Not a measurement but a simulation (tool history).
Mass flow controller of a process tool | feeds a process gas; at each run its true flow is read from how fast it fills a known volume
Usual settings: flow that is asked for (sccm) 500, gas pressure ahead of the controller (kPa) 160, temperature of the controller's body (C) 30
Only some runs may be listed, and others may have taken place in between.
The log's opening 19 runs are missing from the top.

run,hour,flow that is asked for (sccm),gas pressure ahead of the controller (kPa),temperature of the controller's body (C),true flow (%)
20,1071.1,500,198,34,97.25
# hour 1076.6: controller's zero set anew
21,1139.5,186,160,22,94.27
22,1214.5,186,223,23,94.00
23,1268.8,279,249,40,95.95
24,1300.9,489,249,29,96.44
# hour 1351.8: controller's zero set anew, once more
25,1368.8,500,278,30,97.71
26,1439.5,500,278,30,97.65
27,1482.6,500,181,37,98.19
28,1524.0,500,181,39,98.41
29,1574.3,563,191,26,97.59
30,1611.1,733,160,30,98.01
31,1669.5,766,160,30,98.04
32,1713.4,662,160,36,98.20
33,1758.2,956,164,36,98.33
34,1828.4,500,160,21,97.21
35,1885.5,204,235,33,97.02
36,1956.7,173,186,30,96.89
37,1996.4,500,160,27,97.40
38,2050.4,500,167,38,97.90

Alternative continuations, all from the tool just after run 38; predict every row:
A,2121.3,742,142,29,?
B,2121.3,500,249,38,?
C,2121.3,500,192,38,?
D,2121.3,500,219,22,?
E,2121.3,519,277,37,?

run,true flow (%)
A,97.70
B,97.60
C,97.73
D,97.01
E,97.45
With no hidden state in the tool, these same runs would have given:
run,true flow (%)
A,100.27
B,100.26
C,100.39
D,99.67
E,100.10
